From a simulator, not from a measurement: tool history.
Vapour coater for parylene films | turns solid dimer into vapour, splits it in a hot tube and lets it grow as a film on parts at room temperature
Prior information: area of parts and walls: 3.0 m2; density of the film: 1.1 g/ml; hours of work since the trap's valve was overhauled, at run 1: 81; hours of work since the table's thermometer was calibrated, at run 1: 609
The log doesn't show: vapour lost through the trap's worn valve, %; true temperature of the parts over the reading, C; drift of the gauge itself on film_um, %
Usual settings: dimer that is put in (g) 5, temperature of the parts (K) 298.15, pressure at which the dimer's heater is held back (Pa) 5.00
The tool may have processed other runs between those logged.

run,day,dimer that is put in (g),temperature of the parts (K),pressure at which the dimer's heater is held back (Pa),hours of work since the trap's valve was overhauled,hours of work since the table's thermometer was calibrated,thickness of the film (µm)
1,0.000,5,298.15,5.00,81,609,0.84
2,0.679,5,298.15,5.00,94,621,0.85
3,1.125,5,298.15,5.00,102,629,0.80
4,1.646,5,298.15,5.00,111,639,0.81
5,2.438,5,298.15,5.00,126,653,0.82
6,3.204,5,298.15,5.00,140,667,0.84
7,3.692,5,298.15,5.00,149,676,0.81
8,4.371,5,299.15,5.00,161,689,0.83
9,5.000,5,299.15,5.00,172,700,0.78
10,5.688,7,298.15,5.00,185,713,1.16
11,6.571,7,298.15,5.00,201,729,1.13
12,6.962,7,298.15,5.00,208,736,1.17
13,7.333,7,298.15,5.00,215,743,1.10
14,7.850,7,298.15,5.00,224,752,1.10
15,8.379,7,298.15,5.00,234,762,1.07
16,9.204,5,302.15,5.00,249,777,0.69
17,9.788,5,302.15,5.00,260,788,0.74
18,10.354,5,302.15,5.00,270,798,0.69
19,10.888,8,298.15,5.00,280,808,1.23
20,11.642,6,298.15,5.00,294,821,0.97
21,12.117,4,307.15,9.41,302,830,0.44
22,12.592,4,303.15,5.00,311,839,0.53
23,13.146,3,298.15,5.00,321,849,0.47
24,13.650,3,298.15,5.00,330,858,0.46
25,14.121,5,305.15,4.20,339,867,0.66

Expected results for the next run?
26,14.717,3,291.15,5.00,350,878,?

Run 26 measured thickness of the film (µm) 0.55.
With the hidden condition absent and the run-to-run variation left alone, this run would have shown thickness of the film (µm) 0.60.
